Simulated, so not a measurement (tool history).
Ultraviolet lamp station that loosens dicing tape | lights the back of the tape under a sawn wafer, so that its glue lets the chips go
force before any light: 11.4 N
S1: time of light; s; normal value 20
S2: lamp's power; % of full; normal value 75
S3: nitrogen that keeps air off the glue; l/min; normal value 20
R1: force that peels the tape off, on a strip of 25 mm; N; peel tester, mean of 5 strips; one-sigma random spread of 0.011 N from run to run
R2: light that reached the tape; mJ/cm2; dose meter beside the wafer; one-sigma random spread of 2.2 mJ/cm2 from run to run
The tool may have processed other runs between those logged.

run 1 hour=0 | S1=20 S2=75 S3=20 | R1=0.519 R2=189
run 2 hour=14 | S1=20 S2=75 S3=20 | R1=0.532 R2=184
run 3 hour=32 | S1=20 S2=75 S3=20 | R1=0.551 R2=184
run 4 hour=54.4 | S1=20 S2=75 S3=20 | R1=0.536 R2=179
run 5 hour=67.7 | S1=20 S2=75 S3=20 | R1=0.555 R2=182
run 6 hour=82.3 | S1=29 S2=75 S3=20 | R1=0.299 R2=264
run 7 hour=103.4 | S1=29 S2=75 S3=20 | R1=0.302 R2=268
run 8 hour=118.1 | S1=29 S2=75 S3=7 | R1=0.417 R2=261
run 9 hour=139.8 | S1=29 S2=75 S3=7 | R1=0.414 R2=259
run 10 hour=166.9 | S1=20 S2=75 S3=20 | R1=0.549 R2=177
run 11 hour=188 | S1=20 S2=75 S3=20 | R1=0.569 R2=176
run 12 hour=214.4 | S1=20 S2=75 S3=20 | R1=0.59 R2=178
run 13 hour=242.1 | S1=20 S2=75 S3=20 | R1=0.594 R2=177
run 14 hour=259.4 | S1=20 S2=75 S3=20 | R1=0.602 R2=172
run 15 hour=274.9 | S1=20 S2=75 S3=20 | R1=0.596 R2=175
run 16 hour=300 | S1=29 S2=86 S3=20 | R1=0.274 R2=284
run 17 hour=314.1 | S1=33 S2=65 S3=7 | R1=0.46 R2=248
run 18 hour=332.1 | S1=33 S2=65 S3=20 | R1=0.324 R2=243
run 19 hour=349.5 | S1=19 S2=94 S3=17 | R1=0.462 R2=203
run 20 hour=375.2 | S1=30 S2=94 S3=19 | R1=0.251 R2=318
run 21 hour=390 | S1=29 S2=75 S3=20 | R1=0.318 R2=248
run 22 hour=404.4 | S1=22 S2=97 S3=17 | R1=0.358 R2=240
run 23 hour=415.6 | S1=11 S2=97 S3=17 | R1=1.383 R2=125
run 24 hour=430 | S1=28 S2=97 S3=9 | R1=0.307 R2=306
run 25 hour=454.4 | S1=26 S2=68 S3=7 | R1=0.759 R2=196
run 26 hour=465.9 | S1=26 S2=68 S3=7 | R1=0.731 R2=196
run 27 hour=483.8 | S1=16 S2=75 S3=33 | R1=0.882 R2=136
run 28 hour=502.7 | S1=18 S2=72 S3=21 | R1=0.915 R2=144
run 29 hour=529.9 | S1=14 S2=75 S3=20 | R1=1.477 R2=112
run 30 hour=551.7 | S1=14 S2=75 S3=20 | R1=1.405 R2=113

Alternative continuations, all from the tool just after run 30; predict every row:
run A hour=569.4 | S1=11 S2=88 S3=20 | R1=? R2=?
run B hour=569.4 | S1=21 S2=75 S3=20 | R1=? R2=?
run C hour=569.4 | S1=10 S2=60 S3=20 | R1=? R2=?

run=A R1=1.684 R2=109
run=B R1=0.636 R2=174
run=C R1=3.472 R2=65
Had the tool no hidden state, the same runs would have come out as:
run=A R1=1.188 R2=130
run=B R1=0.437 R2=210
run=C R1=2.729 R2=79
